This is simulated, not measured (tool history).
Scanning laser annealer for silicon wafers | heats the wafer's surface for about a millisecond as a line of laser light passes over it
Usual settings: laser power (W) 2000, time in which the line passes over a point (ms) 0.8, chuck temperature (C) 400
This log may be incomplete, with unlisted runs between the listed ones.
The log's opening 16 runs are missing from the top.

run   hour  laser power (W)  time in which the line passes over a point (ms)  chuck temperature (C)  highest temperature of the surface (C)
 17  574.3             2000                                              0.8                    435                                    1270
 18  622.7             2000                                              0.8                    435                                    1270
     641.3  -- optics aligned, line set to its width
 19  663.6             1879                                            0.883                    407                                    1233
 20  687.8             2182                                            0.882                    404                                    1380
 21  732.7             1802                                            0.636                    400                                    1046
 22  780.9             1802                                            0.636                    400                                    1046
 23  803.5             1802                                            0.636                    400                                    1047
 24  844.9             1802                                            0.636                    400                                    1046

What will run 25 give?
 25  875.4             2046                                            0.579                    410                                       ?

{"run 25": {"highest temperature of the surface (C)": 1117}}
Without the tool's hidden state the same run would have given highest temperature of the surface (C) 1118.

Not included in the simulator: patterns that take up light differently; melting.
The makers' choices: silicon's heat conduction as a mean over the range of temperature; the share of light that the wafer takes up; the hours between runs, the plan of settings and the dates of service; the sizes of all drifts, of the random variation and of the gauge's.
